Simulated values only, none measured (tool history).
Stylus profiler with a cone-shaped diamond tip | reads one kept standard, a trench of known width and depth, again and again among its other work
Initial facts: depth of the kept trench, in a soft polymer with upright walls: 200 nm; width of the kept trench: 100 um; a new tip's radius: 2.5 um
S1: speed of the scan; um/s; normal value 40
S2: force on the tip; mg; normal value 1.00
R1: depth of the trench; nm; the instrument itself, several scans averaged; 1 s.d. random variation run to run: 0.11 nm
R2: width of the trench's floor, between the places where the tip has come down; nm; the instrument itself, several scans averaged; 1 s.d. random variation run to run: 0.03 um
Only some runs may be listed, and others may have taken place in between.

run	hour	S1	S2	R1	R2
1	0.0	40	1.00	202.48	97340
2	21.4	40	1.00	202.74	97300
3	45.0	40	1.00	202.45	97340
4	64.5	40	1.00	202.60	97340
5	82.6	40	1.00	202.58	97350
6	96.2	14	1.00	202.60	97500
7	119.1	14	1.00	202.82	97500
8	130.5	40	1.00	202.60	97280
9	140.4	40	1.00	202.58	97270
10	151.4	40	1.00	202.47	97320
11	169.9	40	1.00	202.77	97280
12	187.4	40	2.09	203.68	97360
13	199.8	40	0.73	202.34	97260
14	212.3	40	0.73	202.44	97250
15	227.8	40	0.73	202.61	97200
16	241.8	40	1.00	202.64	97310
17	257.1	35	1.00	202.67	97300
18	267.9	40	1.00	202.80	97380
19	282.1	59	1.00	202.66	97160
20	301.6	59	1.00	202.78	97150
21	323.0	59	1.00	202.91	97120
22	347.2	59	1.00	202.90	97140
23	369.0	14	1.00	202.83	97450
24	383.2	11	0.50	202.11	97460
25	398.2	31	0.88	202.74	97280
26	410.3	14	0.95	202.71	97490
27	425.7	17	1.05	202.97	97420
28	446.7	17	1.05	202.83	97360
29	462.2	17	0.67	202.40	97380
30	486.1	32	2.80	204.36	97370
31	505.8	96	1.07	202.97	96840
32	521.6	22	1.40	203.22	97350
33	538.7	44	0.38	202.05	96980
34	552.5	66	0.44	202.25	96790
35	574.4	66	0.44	202.19	96810
36	584.2	66	0.44	202.30	96740
37	595.6	89	0.35	202.20	96400
38	608.8	15	0.51	202.47	97320
39	624.8	74	1.90	203.91	97110
40	636.9	74	1.90	203.88	97110
41	659.7	47	0.39	202.36	96920
42	682.4	42	1.00	203.04	97210
43	701.3	48	0.56	202.52	97000
44	714.5	107	0.94	202.93	96670
45	736.7	38	1.79	203.74	97220
46	758.6	40	1.21	203.27	97210

Some steps in R1 between neighbouring runs. How much of each would the tool show without its hidden state too (settings, what came in, random variation), and how much is left for the hidden state, with any gauge scatter that isn't in both results?
What the log doesn't record here: radius of the tip, um; height scale over the true one, %; drift of the gauge itself on depth_nm, %; drift of the gauge itself on floor_um, %.
Run 1 -> 2: nothing adjusted, nothing logged. R1 +0.26 nm: hidden state +0.02, all else +0.24.
Run 29 -> 30: S1 17 -> 32, S2 0.67 -> 2.80. R1 +1.96 nm: hidden state +0.03, all else +1.93.
Run 38 -> 39: S1 15 -> 74, S2 0.51 -> 1.90. R1 +1.44 nm: hidden state +0.03, all else +1.41.
Run 40 -> 41: S1 74 -> 47, S2 1.90 -> 0.39. R1 -1.52 nm: hidden state +0.01, all else -1.53.
